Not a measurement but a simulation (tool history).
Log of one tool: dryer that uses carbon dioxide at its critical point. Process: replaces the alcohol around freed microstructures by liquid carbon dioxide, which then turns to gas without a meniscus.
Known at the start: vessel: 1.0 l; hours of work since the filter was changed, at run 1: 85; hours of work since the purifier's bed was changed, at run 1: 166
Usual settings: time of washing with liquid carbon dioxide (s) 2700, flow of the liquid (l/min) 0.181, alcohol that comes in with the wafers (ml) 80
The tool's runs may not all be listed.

| run | hour | time of washing with liquid carbon dioxide (s) | flow of the liquid (l/min) | alcohol that comes in with the wafers (ml) | hours of work since the filter was changed | hours of work since the purifier's bed was changed | alcohol left in the vessel before it's heated (ppm by volume) |
|---|---|---|---|---|---|---|---|
| 1 | 0.0 | 2700 | 0.181 | 80 | 85 | 166 | 192 |
| 2 | 12.4 | 2700 | 0.181 | 80 | 90 | 171 | 194 |
| 3 | 18.4 | 2700 | 0.181 | 80 | 92 | 173 | 184 |
| 4 | 31.4 | 2700 | 0.299 | 80 | 98 | 179 | 25 |
| 5 | 38.5 | 2700 | 0.299 | 24 | 100 | 181 | 17 |
| 6 | 46.3 | 2700 | 0.299 | 24 | 103 | 184 | 26 |
| 7 | 60.5 | 2700 | 0.299 | 24 | 109 | 190 | 28 |
| 8 | 71.0 | 2700 | 0.299 | 24 | 113 | 194 | 30 |
| 9 | 78.1 | 2700 | 0.181 | 80 | 116 | 197 | 209 |
| 10 | 90.0 | 2700 | 0.181 | 80 | 121 | 202 | 202 |
| 11 | 96.6 | 2700 | 0.181 | 80 | 123 | 204 | 204 |
| 12 | 105.1 | 2700 | 0.181 | 80 | 127 | 208 | 209 |
| 13 | 114.5 | 2700 | 0.181 | 80 | 131 | 212 | 202 |
| 14 | 121.5 | 2700 | 0.181 | 80 | 133 | 214 | 205 |
| 15 | 135.7 | 3840 | 0.181 | 80 | 139 | 220 | 49 |
| 16 | 145.6 | 3840 | 0.265 | 80 | 143 | 224 | 35 |
| 17 | 158.1 | 2640 | 0.181 | 80 | 148 | 229 | 247 |
| 18 | 167.6 | 2640 | 0.165 | 80 | 152 | 233 | 411 |
| 19 | 175.0 | 2640 | 0.165 | 80 | 155 | 236 | 413 |
| 20 | 187.0 | 2640 | 0.165 | 80 | 159 | 240 | 419 |
| 21 | 198.3 | 2640 | 0.147 | 78 | 164 | 245 | 739 |
| 22 | 210.1 | 2640 | 0.147 | 78 | 169 | 249 | 775 |
| 23 | 220.3 | 2640 | 0.147 | 78 | 173 | 254 | 765 |
| 24 | 231.2 | 2700 | 0.115 | 80 | 177 | 258 | 2088 |
| 25 | 238.6 | 2760 | 0.200 | 52 | 180 | 261 | 97 |
| 26 | 248.3 | 4320 | 0.200 | 52 | 184 | 265 | 39 |
| 27 | 255.9 | 4140 | 0.222 | 33 | 187 | 268 | 38 |
| 28 | 261.9 | 4140 | 0.222 | 33 | 189 | 270 | 32 |
| 29 | 273.8 | 3060 | 0.152 | 28 | 194 | 275 | 144 |
| 30 | 283.5 | 1740 | 0.158 | 80 | 198 | 279 | 2995 |
| 31 | 291.5 | 1800 | 0.181 | 59 | 201 | 282 | 1194 |
| 32 | 304.8 | 1800 | 0.181 | 59 | 206 | 287 | 1215 |
| 33 | 313.1 | 3360 | 0.193 | 21 | 209 | 290 | 36 |

Run 34 comes next. What will it give?
| 34 | 323.5 | 1860 | 0.140 | 80 | 214 | 294 | ? |

{"run 34": {"alcohol left in the vessel before it's heated (ppm by volume)": 3801}}
Without the tool's hidden state the same run would have given alcohol left in the vessel before it's heated (ppm by volume) 2905.
